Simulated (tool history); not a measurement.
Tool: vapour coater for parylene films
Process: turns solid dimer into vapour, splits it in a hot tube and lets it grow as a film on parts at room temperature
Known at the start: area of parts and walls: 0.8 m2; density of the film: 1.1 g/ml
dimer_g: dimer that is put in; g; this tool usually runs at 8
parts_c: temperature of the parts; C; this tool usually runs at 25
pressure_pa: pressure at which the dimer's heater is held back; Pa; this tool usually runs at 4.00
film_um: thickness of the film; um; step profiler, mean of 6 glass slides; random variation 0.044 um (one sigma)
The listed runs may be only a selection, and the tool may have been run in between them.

Run 1, hour 0.0: usual settings. Result: film_um 4.47 um.
At hour 18.0: trap's valve overhauled.
Run 2, hour 25.6: usual settings but dimer_g 3 g. Result: film_um 1.88 um.
Run 3, hour 59.4: usual settings but dimer_g 3 g. Result: film_um 1.84 um.
Run 4, hour 95.6: usual settings but dimer_g 3 g. Result: film_um 1.84 um.
Run 5, hour 117.0: usual settings but dimer_g 3 g, pressure_pa 4.15 Pa. Result: film_um 1.78 um.
Run 6, hour 151.2: usual settings but pressure_pa 11.62 Pa. Result: film_um 4.20 um.
Run 7, hour 181.6: usual settings but pressure_pa 11.62 Pa. Result: film_um 4.25 um.
Run 8, hour 213.4: usual settings but dimer_g 6 g. Result: film_um 3.57 um.
Run 9, hour 241.7: usual settings but pressure_pa 3.09 Pa. Result: film_um 4.85 um.
Run 10, hour 271.4: usual settings. Result: film_um 4.78 um.
Run 11, hour 305.3: usual settings but dimer_g 3 g, parts_c 27 C. Result: film_um 1.58 um.
Run 12, hour 350.3: usual settings but dimer_g 3 g, parts_c 20 C, pressure_pa 2.17 Pa. Result: film_um 2.25 um.
Run 13, hour 396.4: usual settings but dimer_g 3 g, parts_c 20 C, pressure_pa 2.17 Pa. Result: film_um 2.32 um.
Run 14, hour 421.7: usual settings but parts_c 36 C, pressure_pa 2.06 Pa. Result: film_um 3.03 um.
Run 15, hour 447.8: usual settings. Result: film_um 4.62 um.
Run 16, hour 471.5: usual settings but parts_c 22 C, pressure_pa 3.77 Pa. Result: film_um 5.26 um.
Run 17, hour 491.7: usual settings but dimer_g 9 g, parts_c 19 C, pressure_pa 3.30 Pa. Result: film_um 6.88 um.
Run 18, hour 532.4: usual settings but dimer_g 5 g, parts_c 17 C, pressure_pa 3.58 Pa. Result: film_um 4.13 um.
Run 19, hour 560.8: usual settings but parts_c 31 C, pressure_pa 2.17 Pa. Result: film_um 3.76 um.
Run 20, hour 586.6: usual settings but parts_c 31 C, pressure_pa 2.17 Pa. Result: film_um 3.71 um.

Predict each of these 3 candidate next runs independently; none follows another, all start after run 20:
At hour 593.1: trap's valve overhauled.
Run A, hour 609.4: usual settings but dimer_g 4 g, parts_c 19 C, pressure_pa 7.74 Pa. Result: film_um ?.
At hour 593.1: trap's valve overhauled.
Run B, hour 609.4: usual settings but pressure_pa 4.66 Pa. Result: film_um ?.
At hour 593.1: trap's valve overhauled.
Run C, hour 609.4: usual settings but dimer_g 7 g. Result: film_um ?.

run  film_um
  A     2.99
  B     4.91
  C     4.31
Stripped of hidden state, with their random variation kept, the same runs would have yielded:
run  film_um
  A     2.98
  B     4.88
  C     4.29

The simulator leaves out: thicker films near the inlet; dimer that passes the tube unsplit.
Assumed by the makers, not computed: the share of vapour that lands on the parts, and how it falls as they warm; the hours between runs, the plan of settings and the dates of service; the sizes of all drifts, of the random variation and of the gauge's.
